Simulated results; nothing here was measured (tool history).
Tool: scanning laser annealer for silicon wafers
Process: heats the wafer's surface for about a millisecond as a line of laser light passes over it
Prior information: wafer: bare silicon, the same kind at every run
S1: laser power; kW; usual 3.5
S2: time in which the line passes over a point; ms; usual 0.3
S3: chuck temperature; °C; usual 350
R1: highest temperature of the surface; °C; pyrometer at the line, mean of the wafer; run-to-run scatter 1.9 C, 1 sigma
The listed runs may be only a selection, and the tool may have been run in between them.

run   hour     S1     S2   S3    R1
  1      0    3.5    0.3  350  1128
  2   37.9    3.5    0.3  350  1120
  3   86.5    3.5    0.3  350  1113
  4  122.7  3.065    0.3  350   987
  5  150.5  3.065    0.3  350   989
  6  172.8  3.065    0.3  350   989
  7  213.8    3.5    0.3  350  1108
  8  249.2    3.5    0.3  350  1112
  9  282.5    3.5    0.3  350  1138
 10  313.4    3.5    0.3  350  1141
 11  336.9    3.5    0.3  350  1139
 12  370.7    3.5    0.3  350  1138
 13  403.2    3.5  0.308  350  1146
 14  437.7  3.842  0.298  383  1267
 15  474.6  3.842  0.298  383  1266
 16  522.6   3.54  0.251  332  1061
 17  547.8  3.471   0.31  332  1119
 18  588.1    3.5  0.215  366  1030
 19  635.7    3.5  0.215  366  1027
 20  682.6  3.225    0.3  314  1015
 21  707.7  3.545  0.257  382  1116
 22  734.2  3.804    0.3  326  1195
 23  777.9  3.218    0.3  374  1071
 24  807.1  3.218    0.3  346  1047
 25    837  3.218    0.3  346  1042
 26  878.4  3.218    0.3  346  1045

Not shown here: 2 entries made in the log between runs. Locate each between two listed runs and compare the hidden state at the listed run before it with the hidden state at the listed run after it:
After run 1, before run 2: window over the wafer cleaned (hour 22.8)
  light that passes the window, % of a clean one's: 98.38 -> 97.59; laser's true power over the reading, %: -0.03 -> -0.04; width of the line over the set one, %: 1.53 -> 1.56
  measured minus no-state result, R1: -28 -> -36 °C
After run 8, before run 9: window over the wafer cleaned, once more (hour 257.1)
  light that passes the window, % of a clean one's: 97.42 -> 99.93; laser's true power over the reading, %: -0.09 -> -0.1; width of the line over the set one, %: 1.78 -> 1.82
  measured minus no-state result, R1: -39 -> -13 °C
